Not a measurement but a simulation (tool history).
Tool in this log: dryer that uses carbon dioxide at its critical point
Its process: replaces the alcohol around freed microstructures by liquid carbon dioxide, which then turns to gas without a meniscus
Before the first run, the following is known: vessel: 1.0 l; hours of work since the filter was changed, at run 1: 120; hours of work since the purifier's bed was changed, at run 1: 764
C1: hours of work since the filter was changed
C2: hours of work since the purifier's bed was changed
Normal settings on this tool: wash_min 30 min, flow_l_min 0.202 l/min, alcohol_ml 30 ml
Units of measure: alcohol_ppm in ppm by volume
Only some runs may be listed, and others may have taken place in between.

Run 1, hour 0: usual settings; C1 120; C2 764. Result: alcohol_ppm 250 ppm by volume.
Run 2, hour 31.8: usual settings; C1 141; C2 784. Result: alcohol_ppm 254 ppm by volume.
Run 3, hour 54.5: usual settings; C1 155; C2 799. Result: alcohol_ppm 263 ppm by volume.
Run 4, hour 68.9: usual settings but alcohol_ml 104 ml; C1 165; C2 808. Result: alcohol_ppm 860 ppm by volume.
Run 5, hour 97.7: usual settings but alcohol_ml 104 ml; C1 183; C2 827. Result: alcohol_ppm 869 ppm by volume.
Run 6, hour 132.9: usual settings but wash_min 25 min; C1 206; C2 849. Result: alcohol_ppm 584 ppm by volume.
Run 7, hour 152.7: usual settings but wash_min 25 min; C1 218; C2 862. Result: alcohol_ppm 604 ppm by volume.
Run 8, hour 180.9: usual settings but alcohol_ml 38 ml; C1 237; C2 880. Result: alcohol_ppm 375 ppm by volume.
Run 9, hour 204.1: usual settings but alcohol_ml 38 ml; C1 252; C2 895. Result: alcohol_ppm 365 ppm by volume.
Run 10, hour 224.5: usual settings but wash_min 32 min, alcohol_ml 38 ml; C1 265; C2 908. Result: alcohol_ppm 296 ppm by volume.
Run 11, hour 242.3: usual settings; C1 276; C2 920. Result: alcohol_ppm 317 ppm by volume.
Run 12, hour 261.5: usual settings; C1 288; C2 932. Result: alcohol_ppm 317 ppm by volume.
Run 13, hour 276.8: usual settings; C1 298; C2 942. Result: alcohol_ppm 335 ppm by volume.
Run 14, hour 297.8: usual settings; C1 312; C2 955. Result: alcohol_ppm 346 ppm by volume.
At hour 327.6: purifier's bed changed.
Run 15, hour 336.1: usual settings but flow_l_min 0.308 l/min; C1 335; C2 5. Result: alcohol_ppm 50 ppm by volume.
Run 16, hour 351.3: usual settings; C1 344; C2 15. Result: alcohol_ppm 319 ppm by volume.
Run 17, hour 385.4: usual settings; C1 366; C2 37. Result: alcohol_ppm 345 ppm by volume.
Run 18, hour 401.1: usual settings; C1 376; C2 47. Result: alcohol_ppm 345 ppm by volume.
At hour 425.9: inlet filter changed.
Run 19, hour 425.9: usual settings; C1 0; C2 63. Result: alcohol_ppm 178 ppm by volume.
Run 20, hour 456.7: usual settings; C1 20; C2 82. Result: alcohol_ppm 185 ppm by volume.
Run 21, hour 471.8: usual settings; C1 30; C2 92. Result: alcohol_ppm 189 ppm by volume.
Run 22, hour 487.6: usual settings but wash_min 45 min, flow_l_min 0.125 l/min, alcohol_ml 84 ml; C1 40; C2 102. Result: alcohol_ppm 644 ppm by volume.
Run 23, hour 520.8: usual settings but wash_min 38 min, flow_l_min 0.3 l/min, alcohol_ml 49 ml; C1 61; C2 124. Result: alcohol_ppm 8 ppm by volume.
Run 24, hour 552.8: usual settings but wash_min 26 min, flow_l_min 0.154 l/min, alcohol_ml 37 ml; C1 82; C2 144. Result: alcohol_ppm 1252 ppm by volume.
Run 25, hour 576.2: usual settings but wash_min 26 min, flow_l_min 0.293 l/min; C1 97; C2 159. Result: alcohol_ppm 70 ppm by volume.
Run 26, hour 592.1: usual settings but wash_min 31 min, flow_l_min 0.293 l/min; C1 107; C2 169. Result: alcohol_ppm 27 ppm by volume.
Run 27, hour 619.6: usual settings but wash_min 31 min, flow_l_min 0.256 l/min, alcohol_ml 86 ml; C1 125; C2 187. Result: alcohol_ppm 140 ppm by volume.
Run 28, hour 654.4: usual settings but wash_min 26 min, flow_l_min 0.203 l/min, alcohol_ml 75 ml; C1 147; C2 209. Result: alcohol_ppm 1051 ppm by volume.
Run 29, hour 688.1: usual settings but wash_min 32 min, flow_l_min 0.166 l/min, alcohol_ml 24 ml; C1 169; C2 231. Result: alcohol_ppm 332 ppm by volume.
Run 30, hour 707: usual settings but wash_min 32 min, flow_l_min 0.166 l/min, alcohol_ml 24 ml; C1 181; C2 243. Result: alcohol_ppm 327 ppm by volume.
Run 31, hour 734.3: usual settings but wash_min 32 min, flow_l_min 0.166 l/min, alcohol_ml 24 ml; C1 198; C2 261. Result: alcohol_ppm 337 ppm by volume.
Run 32, hour 754.3: usual settings but wash_min 21 min, flow_l_min 0.219 l/min, alcohol_ml 47 ml; C1 211; C2 274. Result: alcohol_ppm 1194 ppm by volume.
Run 33, hour 784.4: usual settings but wash_min 21 min, flow_l_min 0.203 l/min, alcohol_ml 47 ml; C1 231; C2 293. Result: alcohol_ppm 1607 ppm by volume.
Run 34, hour 804.9: usual settings but wash_min 21 min, flow_l_min 0.203 l/min, alcohol_ml 47 ml; C1 244; C2 306. Result: alcohol_ppm 1655 ppm by volume.
Run 35, hour 834.5: usual settings but wash_min 21 min, flow_l_min 0.177 l/min, alcohol_ml 47 ml; C1 263; C2 325. Result: alcohol_ppm 2551 ppm by volume.
Run 36, hour 853: usual settings but wash_min 20 min, alcohol_ml 119 ml; C1 275; C2 337. Result: alcohol_ppm 5078 ppm by volume.
Run 37, hour 887.3: usual settings but wash_min 39 min, alcohol_ml 25 ml; C1 297; C2 359. Result: alcohol_ppm 73 ppm by volume.
Run 38, hour 920.1: usual settings but wash_min 40 min, flow_l_min 0.216 l/min; C1 318; C2 380. Result: alcohol_ppm 63 ppm by volume.
Run 39, hour 938.8: usual settings but wash_min 19 min, flow_l_min 0.164 l/min; C1 330; C2 392. Result: alcohol_ppm 2780 ppm by volume.
Run 40, hour 959.5: usual settings but wash_min 19 min, flow_l_min 0.121 l/min, alcohol_ml 79 ml; C1 343; C2 406. Result: alcohol_ppm 12855 ppm by volume.
Run 41, hour 991.8: usual settings but wash_min 19 min, flow_l_min 0.121 l/min, alcohol_ml 79 ml; C1 364; C2 426. Result: alcohol_ppm 13538 ppm by volume.

What if the next run were any one of these 4? Each begins from the tool's condition after run 41:
Run A, hour 1016.4: usual settings but wash_min 47 min; C1 380; C2 442. Result: alcohol_ppm ?.
Run B, hour 1016.4: usual settings but wash_min 18 min, flow_l_min 0.124 l/min, alcohol_ml 110 ml; C1 380; C2 442. Result: alcohol_ppm ?.
Run C, hour 1016.4: usual settings but wash_min 19 min, flow_l_min 0.121 l/min, alcohol_ml 110 ml; C1 380; C2 442. Result: alcohol_ppm ?.
Run D, hour 1016.4: usual settings but flow_l_min 0.211 l/min, alcohol_ml 52 ml; C1 380; C2 442. Result: alcohol_ppm ?.

run  alcohol_ppm
  A           56
  B        20187
  C        19054
  D          475
Without the tool's unlogged condition, the same runs would have read:
run  alcohol_ppm
  A           24
  B        15650
  C        14654
  D          231

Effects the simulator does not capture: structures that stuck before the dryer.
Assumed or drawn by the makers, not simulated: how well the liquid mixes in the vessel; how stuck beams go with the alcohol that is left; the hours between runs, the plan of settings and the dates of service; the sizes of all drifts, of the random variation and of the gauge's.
